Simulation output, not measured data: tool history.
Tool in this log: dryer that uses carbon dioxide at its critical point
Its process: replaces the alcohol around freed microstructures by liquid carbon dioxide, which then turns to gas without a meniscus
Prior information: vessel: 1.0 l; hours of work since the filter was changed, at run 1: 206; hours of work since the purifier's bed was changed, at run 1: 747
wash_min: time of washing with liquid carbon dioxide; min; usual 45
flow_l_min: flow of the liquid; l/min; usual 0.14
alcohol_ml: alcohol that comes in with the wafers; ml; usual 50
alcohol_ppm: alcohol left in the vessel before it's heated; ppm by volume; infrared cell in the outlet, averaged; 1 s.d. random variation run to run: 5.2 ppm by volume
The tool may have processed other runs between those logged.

run,hour,wash_min,flow_l_min,alcohol_ml,hours of work since the filter was changed,hours of work since the purifier's bed was changed,alcohol_ppm
1,0,45,0.14,50,206,747,239
2,21.1,45,0.226,50,222,763,73
3,33.5,32,0.226,50,231,772,149
# hour 55: inlet filter changed
4,64.4,32,0.226,50,7,795,99
5,94.8,32,0.226,83,30,817,131
6,109.3,32,0.226,83,41,828,134
7,127.5,32,0.226,83,54,842,142
8,147,32,0.226,83,69,857,156
9,164.9,32,0.226,83,82,870,157
10,182.7,32,0.226,83,96,883,163
11,199,32,0.234,83,108,896,144
12,218.6,45,0.14,50,123,910,220
13,237.6,45,0.14,50,137,924,226
14,258.6,45,0.14,50,153,940,232
15,286.9,45,0.14,50,174,961,241
16,310.2,37,0.181,55,191,979,224
17,333.9,37,0.181,55,209,997,222
18,349,53,0.12,50,220,1008,268
19,363,60,0.206,38,231,1018,77
# hour 383.6: inlet filter changed
20,383.6,60,0.206,38,0,1033,79
21,413.8,60,0.158,29,23,1056,81
22,436.7,60,0.158,29,40,1073,86
23,455.2,50,0.112,109,54,1087,574
24,484.7,45,0.111,60,76,1109,599
25,509.6,45,0.122,60,94,1128,419
26,533.9,32,0.092,31,113,1146,2006
27,556.4,48,0.103,38,130,1163,475
28,582.6,36,0.14,88,149,1182,977

Consider 5 possible next runs. They are alternatives, not a sequence: every one starts from the tool as it was left by run 28. What does each give?
A,603.3,33,0.163,96,165,1198,?
B,603.3,48,0.119,28,165,1198,?
C,603.3,36,0.093,88,165,1198,?
D,603.3,45,0.193,62,165,1198,?
E,603.3,45,0.193,50,165,1198,?

run,alcohol_ppm
A,818
B,265
C,4280
D,122
E,114
Take away the tool's hidden state, keep each run's random variation, and the runs would have read:
run,alcohol_ppm
A,460
B,110
C,3125
D,21
E,15
